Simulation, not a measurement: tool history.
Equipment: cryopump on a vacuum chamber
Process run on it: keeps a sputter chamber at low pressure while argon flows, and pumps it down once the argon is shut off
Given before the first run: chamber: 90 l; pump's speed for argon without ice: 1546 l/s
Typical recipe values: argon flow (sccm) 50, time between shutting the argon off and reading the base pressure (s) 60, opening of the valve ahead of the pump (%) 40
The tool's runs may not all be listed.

run     day  argon flow (sccm)  time between shutting the argon off and reading the base pressure (s)  opening of the valve ahead of the pump (%)  pressure while argon flows (Pa)  pressure after the wait (uPa)
  1   0.000                 50                                                                     60                                          40                           0.1450                           2.55
  2   0.596                 50                                                                     60                                          40                           0.1463                           2.67
  3   1.771                 50                                                                     60                                          40                           0.1472                           2.63
  4   2.346                 27                                                                     60                                          40                           0.0785                           2.62
  5   3.333                 27                                                                     60                                          40                           0.0792                           2.56
  6   3.846                 27                                                                     60                                          40                           0.0794                           2.55
  7   4.808                 28                                                                     60                                          40                           0.0824                           2.63
  8   6.033                 28                                                                     60                                          40                           0.0832                           2.71
  9   6.979                 50                                                                     60                                          40                           0.1478                           2.65
 10   7.879                 50                                                                     60                                          40                           0.1475                           2.75
 11   8.500                 50                                                                     60                                          40                           0.1481                           2.60
 12   9.254                 50                                                                     60                                          40                           0.1485                           2.73
 13   9.779                 50                                                                     60                                          40                           0.1481                           2.71
 14  10.933                 50                                                                     60                                          40                           0.1474                           2.74
 15  12.038                 50                                                                     60                                          40                           0.1494                           2.71
 16  12.958                 50                                                                     60                                          40                           0.1481                           2.74
 17  13.567                 50                                                                     60                                          40                           0.1495                           2.69
 18  14.212                 50                                                                    176                                          43                           0.1393                           1.77
 19  14.858                 50                                                                    176                                          43                           0.1397                           1.68
 20  16.067                 50                                                                    176                                          43                           0.1396                           1.74
 21  16.838                 50                                                                     36                                          56                           0.1108                           3.79
 22  17.412                 34                                                                     36                                          56                           0.0751                           3.82
 23  18.400                 34                                                                    221                                          19                           0.2050                           1.68
 24  18.904                 94                                                                     30                                          40                           0.2836                           4.45
 25  19.729                 94                                                                     30                                          40                           0.2839                           4.35
 26  20.329                 94                                                                     30                                          40                           0.2830                           4.32
 27  21.104                 37                                                                     30                                          17                           0.2468                           4.49
 28  22.112                 37                                                                     30                                          17                           0.2498                           4.53
 29  22.671                 22                                                                     69                                          16                           0.1570                           2.68
 30  23.817                 22                                                                     69                                          16                           0.1565                           2.67
 31  24.858                 22                                                                     69                                          16                           0.1549                           2.75
 32  25.929                 47                                                                    102                                          16                           0.3374                           2.22
 33  26.746                 87                                                                    138                                          16                           0.6202                           2.00
 34  27.338                 63                                                                    101                                          46                           0.1710                           2.32

For some of the steps in pressure while argon flows (Pa) from one run to the next: how much would appear even if the tool had no hidden state, given the settings, what came in and random variation, and how much remains for the hidden state plus any gauge scatter that the measured result and the result without hidden state don't share?
Hidden conditions of the tool in this case: pump's speed, % of a pump's without ice; cold plate's temperature, K; leak into the chamber, uPa l/s; drift of the gauge itself on working_pa, %; drift of the gauge itself on base_upa, %.
Run 23 -> 24: argon flow (sccm) 34 -> 94, time between shutting the argon off and reading the base pressure (s) 221 -> 30, opening of the valve ahead of the pump (%) 19 -> 40. pressure while argon flows (Pa) +0.0786: hidden state +0.0165, all else +0.0621.
Run 26 -> 27: argon flow (sccm) 94 -> 37, opening of the valve ahead of the pump (%) 40 -> 17. pressure while argon flows (Pa) -0.0362: hidden state -0.0157, all else -0.0205.
Run 31 -> 32: argon flow (sccm) 22 -> 47, time between shutting the argon off and reading the base pressure (s) 69 -> 102. pressure while argon flows (Pa) +0.1825: hidden state +0.0080, all else +0.1745.
Run 32 -> 33: argon flow (sccm) 47 -> 87, time between shutting the argon off and reading the base pressure (s) 102 -> 138. pressure while argon flows (Pa) +0.2828: hidden state +0.0126, all else +0.2702.
Run 33 -> 34: argon flow (sccm) 87 -> 63, time between shutting the argon off and reading the base pressure (s) 138 -> 101, opening of the valve ahead of the pump (%) 16 -> 46. pressure while argon flows (Pa) -0.4492: hidden state -0.0071, all else -0.4421.
